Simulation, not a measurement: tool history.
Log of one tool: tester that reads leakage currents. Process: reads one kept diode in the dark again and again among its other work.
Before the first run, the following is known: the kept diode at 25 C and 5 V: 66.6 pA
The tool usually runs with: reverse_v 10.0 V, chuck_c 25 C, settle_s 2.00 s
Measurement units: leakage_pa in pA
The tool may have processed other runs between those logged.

run 1 hour=0.0 | reverse_v=10.0 chuck_c=25 settle_s=2.00 | leakage_pa=128.01
run 2 hour=33.0 | reverse_v=5.7 chuck_c=25 settle_s=2.00 | leakage_pa=94.89
run 3 hour=62.9 | reverse_v=5.7 chuck_c=25 settle_s=2.00 | leakage_pa=94.50
run 4 hour=106.9 | reverse_v=6.6 chuck_c=25 settle_s=2.00 | leakage_pa=103.37
run 5 hour=135.7 | reverse_v=10.0 chuck_c=25 settle_s=2.00 | leakage_pa=128.42
run 6 hour=180.9 | reverse_v=10.0 chuck_c=25 settle_s=2.13 | leakage_pa=129.26
run 7 hour=230.0 | reverse_v=10.0 chuck_c=25 settle_s=2.00 | leakage_pa=130.59
run 8 hour=261.8 | reverse_v=5.7 chuck_c=25 settle_s=3.43 | leakage_pa=96.29
run 9 hour=304.0 | reverse_v=10.0 chuck_c=25 settle_s=4.37 | leakage_pa=129.83
run 10 hour=324.5 | reverse_v=7.8 chuck_c=47 settle_s=0.32 | leakage_pa=700.62

Predict the results of run 11:
run 11 hour=347.7 | reverse_v=7.8 chuck_c=30 settle_s=3.96 | leakage_pa=?

leakage_pa: 172.20 pA
If the tool had no hidden condition, the same run with the same run-to-run variation would have returned leakage_pa 131.31 pA.
